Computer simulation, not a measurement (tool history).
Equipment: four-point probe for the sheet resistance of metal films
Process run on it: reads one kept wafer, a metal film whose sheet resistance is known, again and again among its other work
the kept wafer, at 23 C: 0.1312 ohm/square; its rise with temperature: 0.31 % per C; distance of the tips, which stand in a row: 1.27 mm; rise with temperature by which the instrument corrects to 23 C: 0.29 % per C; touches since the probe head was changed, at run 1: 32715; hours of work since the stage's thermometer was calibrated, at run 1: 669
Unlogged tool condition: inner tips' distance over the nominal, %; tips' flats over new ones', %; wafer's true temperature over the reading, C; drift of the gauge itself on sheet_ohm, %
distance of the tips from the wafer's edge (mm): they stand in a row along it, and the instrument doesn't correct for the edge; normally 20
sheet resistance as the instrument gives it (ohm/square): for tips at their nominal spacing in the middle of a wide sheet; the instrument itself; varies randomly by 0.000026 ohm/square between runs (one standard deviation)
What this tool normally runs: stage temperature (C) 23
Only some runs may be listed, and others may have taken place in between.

run   hour  stage temperature (C)  distance of the tips from the wafer's edge (mm)  touches since the probe head was changed  hours of work since the stage's thermometer was calibrated  sheet resistance as the instrument gives it (ohm/square)
  1    0.0                     23                                               20                                     32715                                                         669                                                  0.131068
  2   23.4                     25                                               20                                     33510                                                         679                                                  0.131096
  3   46.1                     25                                               20                                     34285                                                         690                                                  0.131116
  4   71.0                     23                                               20                                     35131                                                         701                                                  0.131017
  5  109.5                     23                                               20                                     36442                                                         718                                                  0.130991
  6  149.5                     23                                               20                                     37801                                                         736                                                  0.130961
  7  187.1                     31                                               20                                     39081                                                         753                                                  0.131103
  8  225.8                     31                                               20                                     40399                                                         770                                                  0.131154
  9  258.8                     31                                               20                                     41522                                                         785                                                  0.131091
 10  283.1                     18                                                4                                     42348                                                         795                                                  0.137323
 11  318.4                     31                                               50                                     43551                                                         811                                                  0.130830
 12  357.4                     21                                               60                                     44878                                                         829                                                  0.130679
 13  381.7                     23                                                7                                     45705                                                         840                                                  0.132916

3 options for the next run, each taken on its own from the tool as it stands now. Forecast them:
  A  419.7                     26                                               53                                     46996                                                         856                                                         ?
  B  419.7                     26                                                5                                     46996                                                         856                                                         ?
  C  419.7                     27                                                6                                     46996                                                         856                                                         ?

run  sheet resistance as the instrument gives it (ohm/square)
  A                                                  0.130701
  B                                                  0.135065
  C                                                  0.133764
What these runs would have given with no unlogged condition in the tool:
run  sheet resistance as the instrument gives it (ohm/square)
  A                                                  0.131266
  B                                                  0.135648
  C                                                  0.134342
